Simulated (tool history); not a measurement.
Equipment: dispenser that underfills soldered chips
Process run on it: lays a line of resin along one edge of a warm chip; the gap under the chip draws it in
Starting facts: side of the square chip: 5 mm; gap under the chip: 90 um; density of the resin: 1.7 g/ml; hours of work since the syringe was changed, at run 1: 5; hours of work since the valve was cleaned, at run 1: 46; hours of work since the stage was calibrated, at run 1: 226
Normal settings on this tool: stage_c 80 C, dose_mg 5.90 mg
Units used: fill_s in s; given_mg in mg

run  hour  stage_c  dose_mg  hours of work since the syringe was changed  hours of work since the valve was cleaned  hours of work since the stage was calibrated  fill_s  given_mg
  1   0.0       80     5.90                                            5                                         46                                           226    18.5      5.64
      3.0  -- new syringe of resin
  2   6.1       80     5.90                                            2                                         50                                           230    16.2      5.71
     13.0  -- new syringe of resin
  3  13.8       80     5.88                                            1                                         56                                           236    14.9      5.66
  4  18.8       80     5.88                                            5                                         60                                           240    17.6      5.60
     23.0  -- new syringe of resin
  5  24.5       80     5.88                                            1                                         64                                           244    15.0      5.46
  6  32.3       80     5.90                                            7                                         70                                           250    20.1      5.53
     33.0  -- new syringe of resin
  7  41.2       83     6.85                                            6                                         77                                           257    17.4      6.38
     43.5  -- new syringe of resin
  8  49.9       86     6.94                                            5                                         83                                           263    15.0      6.46
     53.5  -- new syringe of resin
  9  58.7       86     6.94                                            4                                         90                                           270    13.7      6.38
     63.4  -- new syringe of resin
 10  63.9       86     6.94                                            0                                         94                                           274    11.3      6.38

Estimate the outcome of run 11 from the log above:
 11  70.3       86     6.94                                            5                                         98                                           279       ?         ?

fill_s: 14.9 s
given_mg: 6.45 mg
With no hidden state in the tool, this same run would have given fill_s 10.4 s, given_mg 7.06 mg.

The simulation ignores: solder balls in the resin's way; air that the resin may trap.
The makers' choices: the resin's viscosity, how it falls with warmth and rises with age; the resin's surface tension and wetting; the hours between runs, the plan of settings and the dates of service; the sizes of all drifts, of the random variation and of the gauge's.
